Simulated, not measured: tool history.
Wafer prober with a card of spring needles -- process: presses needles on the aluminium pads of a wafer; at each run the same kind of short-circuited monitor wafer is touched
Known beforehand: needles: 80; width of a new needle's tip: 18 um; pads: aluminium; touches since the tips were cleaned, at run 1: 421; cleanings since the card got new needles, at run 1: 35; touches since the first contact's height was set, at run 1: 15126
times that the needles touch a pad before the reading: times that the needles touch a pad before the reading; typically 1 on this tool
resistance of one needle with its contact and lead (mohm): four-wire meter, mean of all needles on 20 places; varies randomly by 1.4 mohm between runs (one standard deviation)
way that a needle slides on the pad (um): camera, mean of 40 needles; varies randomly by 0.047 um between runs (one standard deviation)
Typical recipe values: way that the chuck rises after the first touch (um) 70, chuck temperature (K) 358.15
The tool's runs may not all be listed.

| run | hour | way that the chuck rises after the first touch (um) | chuck temperature (K) | times that the needles touch a pad before the reading | touches since the tips were cleaned | cleanings since the card got new needles | touches since the first contact's height was set | resistance of one needle with its contact and lead (mohm) | way that a needle slides on the pad (um) |
|---|---|---|---|---|---|---|---|---|---|
| 1 | 0.0 | 70 | 358.15 | 1 | 421 | 35 | 15126 | 139 | 18.96 |
|  | 3.5 | tips cleaned on abrasive film |
|  | 7.0 | tips cleaned on abrasive film |
|  | 11.3 | tips cleaned on abrasive film |
|  | 14.8 | tips cleaned on abrasive film |
|  | 19.1 | tips cleaned on abrasive film |
|  | 23.4 | tips cleaned on abrasive film |
|  | 26.9 | tips cleaned on abrasive film |
|  | 30.4 | tips cleaned on abrasive film |
|  | 33.9 | tips cleaned on abrasive film |
| 2 | 37.1 | 70 | 358.15 | 1 | 2381 | 44 | 41402 | 180 | 18.69 |
|  | 38.1 | tips cleaned on abrasive film |
|  | 41.6 | tips cleaned on abrasive film |
|  | 45.0 | tips cleaned on abrasive film |
|  | 48.5 | tips cleaned on abrasive film |
|  | 52.8 | tips cleaned on abrasive film |
|  | 57.2 | tips cleaned on abrasive film |
|  | 60.7 | tips cleaned on abrasive film |
|  | 64.1 | tips cleaned on abrasive film |
| 3 | 66.7 | 70 | 358.15 | 1 | 1890 | 52 | 62286 | 166 | 18.58 |
|  | 67.7 | tips cleaned on abrasive film |
|  | 71.2 | tips cleaned on abrasive film |
|  | 75.5 | tips cleaned on abrasive film |
|  | 79.0 | tips cleaned on abrasive film |
|  | 83.3 | tips cleaned on abrasive film |
| 4 | 86.1 | 70 | 358.15 | 1 | 2028 | 57 | 75953 | 181 | 18.39 |
|  | 87.0 | tips cleaned on abrasive film |
|  | 90.5 | tips cleaned on abrasive film |
|  | 94.0 | tips cleaned on abrasive film |
|  | 94.3 | height of the first contact set anew |
|  | 97.8 | tips cleaned on abrasive film |
|  | 101.3 | tips cleaned on abrasive film |
|  | 105.6 | tips cleaned on abrasive film |
|  | 109.1 | tips cleaned on abrasive film |
| 5 | 111.5 | 70 | 358.15 | 1 | 1747 | 64 | 12163 | 165 | 18.98 |
|  | 113.3 | tips cleaned on abrasive film |
|  | 116.7 | tips cleaned on abrasive film |
|  | 120.2 | tips cleaned on abrasive film |
|  | 124.5 | tips cleaned on abrasive film |
|  | 128.9 | tips cleaned on abrasive film |
|  | 132.3 | tips cleaned on abrasive film |
| 6 | 132.7 | 70 | 358.15 | 2 | 252 | 70 | 27120 | 128 | 18.86 |
|  | 136.2 | tips cleaned on abrasive film |
|  | 139.7 | tips cleaned on abrasive film |
|  | 143.1 | tips cleaned on abrasive film |
|  | 146.6 | tips cleaned on abrasive film |
|  | 150.9 | tips cleaned on abrasive film |
|  | 154.4 | tips cleaned on abrasive film |
| 7 | 155.0 | 70 | 358.15 | 2 | 385 | 76 | 42823 | 135 | 18.65 |
|  | 158.4 | tips cleaned on abrasive film |
|  | 161.9 | tips cleaned on abrasive film |
|  | 166.2 | tips cleaned on abrasive film |
|  | 170.6 | tips cleaned on abrasive film |
|  | 174.0 | tips cleaned on abrasive film |
|  | 177.5 | tips cleaned on abrasive film |
|  | 181.8 | tips cleaned on abrasive film |
|  | 185.3 | tips cleaned on abrasive film |
| 8 | 187.9 | 70 | 358.15 | 2 | 1853 | 84 | 66121 | 155 | 18.55 |
|  | 188.8 | tips cleaned on abrasive film |
|  | 193.1 | tips cleaned on abrasive film |
|  | 196.6 | tips cleaned on abrasive film |
|  | 200.1 | tips cleaned on abrasive film |
|  | 204.4 | tips cleaned on abrasive film |
|  | 207.9 | tips cleaned on abrasive film |
|  | 209.9 | height of the first contact set anew |
|  | 212.5 | tips cleaned on abrasive film |
| 9 | 215.8 | 70 | 301.15 | 2 | 2387 | 91 | 4224 | 155 | 19.15 |
|  | 216.8 | tips cleaned on abrasive film |
|  | 220.3 | tips cleaned on abrasive film |
|  | 223.7 | tips cleaned on abrasive film |
|  | 228.1 | tips cleaned on abrasive film |
|  | 231.5 | tips cleaned on abrasive film |
|  | 235.0 | tips cleaned on abrasive film |
| 10 | 237.8 | 70 | 301.15 | 2 | 2027 | 97 | 19731 | 145 | 18.95 |
|  | 238.8 | tips cleaned on abrasive film |
|  | 242.2 | tips cleaned on abrasive film |
|  | 245.7 | tips cleaned on abrasive film |
|  | 250.0 | tips cleaned on abrasive film |
|  | 253.5 | tips cleaned on abrasive film |
| 11 | 254.4 | 70 | 366.15 | 1 | 651 | 102 | 31409 | 152 | 18.83 |
|  | 257.1 | tips cleaned on abrasive film |
|  | 260.5 | tips cleaned on abrasive film |
|  | 264.0 | tips cleaned on abrasive film |
|  | 267.5 | tips cleaned on abrasive film |
|  | 271.0 | tips cleaned on abrasive film |
|  | 274.5 | tips cleaned on abrasive film |
|  | 278.8 | tips cleaned on abrasive film |
|  | 282.3 | tips cleaned on abrasive film |
| 12 | 285.3 | 70 | 303.15 | 3 | 2218 | 110 | 53237 | 137 | 18.63 |
|  | 286.3 | tips cleaned on abrasive film |
|  | 290.6 | tips cleaned on abrasive film |
|  | 294.1 | tips cleaned on abrasive film |
|  | 297.5 | tips cleaned on abrasive film |
|  | 301.0 | tips cleaned on abrasive film |
|  | 305.4 | tips cleaned on abrasive film |
| 13 | 307.5 | 70 | 342.15 | 3 | 1574 | 116 | 68903 | 141 | 18.54 |
|  | 309.3 | tips cleaned on abrasive film |
|  | 312.8 | tips cleaned on abrasive film |
|  | 316.3 | tips cleaned on abrasive film |
|  | 319.8 | tips cleaned on abrasive film |
|  | 324.1 | tips cleaned on abrasive film |
|  | 326.1 | height of the first contact set anew |
|  | 327.9 | tips cleaned on abrasive film |
|  | 332.2 | tips cleaned on abrasive film |
|  | 336.5 | tips cleaned on abrasive film |
| 14 | 337.8 | 60 | 358.15 | 2 | 966 | 124 | 8318 | 160 | 16.28 |
|  | 340.5 | tips cleaned on abrasive film |
|  | 344.0 | tips cleaned on abrasive film |
|  | 347.4 | tips cleaned on abrasive film |
|  | 351.8 | tips cleaned on abrasive film |
|  | 355.2 | tips cleaned on abrasive film |
|  | 359.6 | tips cleaned on abrasive film |
|  | 363.1 | tips cleaned on abrasive film |
| 15 | 363.7 | 52 | 358.15 | 2 | 504 | 131 | 26591 | 149 | 13.82 |
|  | 367.2 | tips cleaned on abrasive film |
|  | 370.7 | tips cleaned on abrasive film |
|  | 375.0 | tips cleaned on abrasive film |
|  | 379.4 | tips cleaned on abrasive film |
|  | 382.8 | tips cleaned on abrasive film |
|  | 386.3 | tips cleaned on abrasive film |
|  | 390.6 | tips cleaned on abrasive film |
|  | 395.0 | tips cleaned on abrasive film |
|  | 398.4 | tips cleaned on abrasive film |
| 16 | 398.7 | 70 | 343.15 | 2 | 183 | 140 | 51282 | 131 | 18.69 |
|  | 402.2 | tips cleaned on abrasive film |
|  | 405.7 | tips cleaned on abrasive film |
|  | 409.1 | tips cleaned on abrasive film |
|  | 413.5 | tips cleaned on abrasive film |
| 17 | 414.9 | 70 | 362.15 | 2 | 1074 | 144 | 62774 | 151 | 18.49 |
|  | 417.6 | tips cleaned on abrasive film |
|  | 421.1 | tips cleaned on abrasive film |
|  | 425.4 | tips cleaned on abrasive film |
|  | 428.9 | tips cleaned on abrasive film |
|  | 432.3 | tips cleaned on abrasive film |
|  | 436.7 | tips cleaned on abrasive film |
| 18 | 439.2 | 60 | 326.15 | 2 | 1857 | 150 | 79948 | 170 | 15.62 |
|  | 440.2 | tips cleaned on abrasive film |
|  | 442.2 | height of the first contact set anew |
|  | 443.9 | tips cleaned on abrasive film |
|  | 447.4 | tips cleaned on abrasive film |
|  | 451.8 | tips cleaned on abrasive film |
|  | 456.1 | tips cleaned on abrasive film |
| 19 | 457.9 | 60 | 326.15 | 2 | 1290 | 155 | 11092 | 162 | 16.28 |
|  | 459.7 | tips cleaned on abrasive film |
|  | 464.0 | tips cleaned on abrasive film |
|  | 467.5 | tips cleaned on abrasive film |
|  | 470.9 | tips cleaned on abrasive film |
|  | 475.3 | tips cleaned on abrasive film |
|  | 479.6 | tips cleaned on abrasive film |
|  | 483.1 | tips cleaned on abrasive film |
|  | 487.4 | tips cleaned on abrasive film |
|  | 490.9 | tips cleaned on abrasive film |
| 20 | 492.5 | 70 | 398.15 | 1 | 1154 | 164 | 35532 | 172 | 18.77 |
|  | 495.1 | tips cleaned on abrasive film |
|  | 499.4 | tips cleaned on abrasive film |
|  | 503.7 | tips cleaned on abrasive film |
|  | 507.2 | tips cleaned on abrasive film |
|  | 511.6 | tips cleaned on abrasive film |
|  | 515.0 | tips cleaned on abrasive film |
|  | 519.4 | tips cleaned on abrasive film |
|  | 523.7 | tips cleaned on abrasive film |
|  | 528.0 | tips cleaned on abrasive film |
| 21 | 528.2 | 70 | 367.15 | 2 | 111 | 173 | 60764 | 136 | 18.56 |

5 options for the next run, each taken on its own from the tool as it stands now. Forecast them:
|  | 531.6 | tips cleaned on abrasive film |
|  | 535.1 | tips cleaned on abrasive film |
|  | 539.5 | tips cleaned on abrasive film |
|  | 542.9 | tips cleaned on abrasive film |
|  | 547.3 | tips cleaned on abrasive film |
| A | 549.4 | 59 | 367.15 | 2 | 1546 | 178 | 75794 | ? | ? |
|  | 531.6 | tips cleaned on abrasive film |
|  | 535.1 | tips cleaned on abrasive film |
|  | 539.5 | tips cleaned on abrasive film |
|  | 542.9 | tips cleaned on abrasive film |
|  | 547.3 | tips cleaned on abrasive film |
| B | 549.4 | 70 | 358.15 | 3 | 1546 | 178 | 75794 | ? | ? |
|  | 531.6 | tips cleaned on abrasive film |
|  | 535.1 | tips cleaned on abrasive film |
|  | 539.5 | tips cleaned on abrasive film |
|  | 542.9 | tips cleaned on abrasive film |
|  | 547.3 | tips cleaned on abrasive film |
| C | 549.4 | 66 | 320.15 | 2 | 1546 | 178 | 75794 | ? | ? |
|  | 531.6 | tips cleaned on abrasive film |
|  | 535.1 | tips cleaned on abrasive film |
|  | 539.5 | tips cleaned on abrasive film |
|  | 542.9 | tips cleaned on abrasive film |
|  | 547.3 | tips cleaned on abrasive film |
| D | 549.4 | 70 | 323.15 | 1 | 1546 | 178 | 75794 | ? | ? |
|  | 531.6 | tips cleaned on abrasive film |
|  | 535.1 | tips cleaned on abrasive film |
|  | 539.5 | tips cleaned on abrasive film |
|  | 542.9 | tips cleaned on abrasive film |
|  | 547.3 | tips cleaned on abrasive film |
| E | 549.4 | 56 | 367.15 | 2 | 1546 | 178 | 75794 | ? | ? |

| run | resistance of one needle with its contact and lead (mohm) | way that a needle slides on the pad (um) |
|---|---|---|
| A | 175 | 15.45 |
| B | 149 | 18.57 |
| C | 160 | 17.35 |
| D | 176 | 18.54 |
| E | 179 | 14.71 |
What these runs would have given with no unlogged condition in the tool:
| run | resistance of one needle with its contact and lead (mohm) | way that a needle slides on the pad (um) |
|---|---|---|
| A | 128 | 16.10 |
| B | 125 | 19.22 |
| C | 120 | 18.00 |
| D | 117 | 19.19 |
| E | 126 | 15.36 |

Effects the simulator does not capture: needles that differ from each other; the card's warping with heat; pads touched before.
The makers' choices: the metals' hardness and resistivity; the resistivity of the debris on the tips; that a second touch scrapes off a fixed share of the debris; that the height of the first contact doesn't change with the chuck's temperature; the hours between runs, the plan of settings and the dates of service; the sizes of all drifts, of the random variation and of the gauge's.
